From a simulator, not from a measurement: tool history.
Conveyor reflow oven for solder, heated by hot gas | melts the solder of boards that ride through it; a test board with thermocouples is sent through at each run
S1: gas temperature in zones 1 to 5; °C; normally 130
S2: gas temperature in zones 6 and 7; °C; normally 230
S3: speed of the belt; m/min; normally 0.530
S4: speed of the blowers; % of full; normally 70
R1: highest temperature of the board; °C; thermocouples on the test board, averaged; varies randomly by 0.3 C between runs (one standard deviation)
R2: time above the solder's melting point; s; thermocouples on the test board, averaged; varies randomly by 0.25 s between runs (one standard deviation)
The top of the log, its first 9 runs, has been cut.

run   hour   S1   S2     S3  S4     R1    R2
 10   53.8  130  230  0.530  70  217.2  49.5
 11   62.1  130  230  0.530  70  217.4  49.4
 12   67.9  130  230  0.530  70  217.1  49.8
 13   73.6  130  230  0.530  70  217.2  49.4
 14   80.5  130  230  0.530  70  216.8  49.6
 15   84.5  130  230  0.637  70  211.0  36.3
 16   90.5  130  232  0.458  52  218.2  58.0
 17   99.1  130  232  0.458  52  217.9  57.8
 18  107.5  130  222  0.530  53  204.9  38.7
 19  114.2  130  222  0.530  53  205.5  38.0
 20  121.7  116  230  0.530  77  216.6  46.2
 21  130.8  143  230  0.611  70  215.0  43.9
 22  137.7  132  230  0.433  55  218.9  63.4
 23  143.3  130  234  0.530  70  220.4  51.7
 24  150.1  130  244  0.461  79  235.1  68.6
 25  154.1  130  233  0.461  55  219.4  59.0
 26  160.0  130  233  0.461  55  220.7  58.6
 27  167.8  141  241  0.612  80  226.6  49.6
 28  172.5  129  230  0.530  76  218.2  50.3
 29  179.8  129  230  0.530  76  218.5  50.3
 30  184.4  125  230  0.616  61  208.9  34.3

Below are 4 alternative next runs, each starting from the tool's condition after run 30. Predict each:
  A  191.0  130  222  0.543  70   ?   ?
  B  191.0  132  232  0.638  61   ?   ?
  C  191.0  142  232  0.505  70   ?   ?
  D  191.0  125  243  0.497  82   ?   ?

run     R1    R2
  A  209.4  42.1
  B  210.2  35.2
  C  222.0  59.1
  D  233.3  60.6
The same runs, with their run-to-run variation unchanged, on a tool lacking any hidden condition would have given:
run     R1    R2
  A  209.4  42.1
  B  210.2  35.2
  C  222.0  59.1
  D  233.3  60.6

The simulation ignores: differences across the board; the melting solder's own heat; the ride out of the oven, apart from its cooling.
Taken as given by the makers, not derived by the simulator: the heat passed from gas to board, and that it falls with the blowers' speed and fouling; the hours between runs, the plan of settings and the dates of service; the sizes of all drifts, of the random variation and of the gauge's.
